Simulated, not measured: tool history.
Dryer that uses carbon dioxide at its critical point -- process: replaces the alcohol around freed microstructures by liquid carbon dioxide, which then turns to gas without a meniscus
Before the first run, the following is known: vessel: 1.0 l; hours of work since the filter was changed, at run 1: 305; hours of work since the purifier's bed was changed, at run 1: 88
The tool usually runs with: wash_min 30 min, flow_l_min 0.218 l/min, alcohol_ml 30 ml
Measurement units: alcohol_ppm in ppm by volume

run   hour  wash_min  flow_l_min  alcohol_ml  hours of work since the filter was changed  hours of work since the purifier's bed was changed  alcohol_ppm
  1    0.0        30       0.218          30                                         305                                                  88          163
  2    7.6        30       0.218          30                                         310                                                  93          162
      11.3  -- inlet filter changed
  3   14.4        30       0.218          30                                           2                                                  97           71
  4   24.2        40       0.218          30                                           9                                                 103           27
  5   34.0        40       0.218          30                                          15                                                 110           29
  6   41.2        30       0.217          30                                          20                                                 115           68
  7   49.2        30       0.217          30                                          25                                                 120           81
  8   58.3        30       0.217          50                                          31                                                 126          106
  9   67.8        23       0.221          50                                          38                                                 133          384
 10   76.4        36       0.321          71                                          44                                                 138           27
 11   82.0        30       0.218         102                                          47                                                 142          212
 12   92.0        43       0.356          53                                          54                                                 149           23
 13  100.6        43       0.356          53                                          60                                                 155           26
 14  106.8        30       0.136          55                                          64                                                 159         1264
 15  115.2        30       0.136          55                                          70                                                 164         1246
 16  119.8        30       0.136          55                                          73                                                 167         1282

Consider 4 possible next runs. They are alternatives, not a sequence: every one starts from the tool as it was left by run 16. What does each give?
  A  124.8        47       0.185          55                                          76                                                 171            ?
  B  124.8        30       0.196          83                                          76                                                 171            ?
  C  124.8        29       0.136          50                                          76                                                 171            ?
  D  124.8        39       0.306          25                                          76                                                 171            ?

run  alcohol_ppm
  A           47
  B          360
  C         1310
  D           29
The same runs, with their run-to-run variation unchanged, on a tool lacking any hidden condition would have given:
run  alcohol_ppm
  A           16
  B          257
  C         1077
  D            3
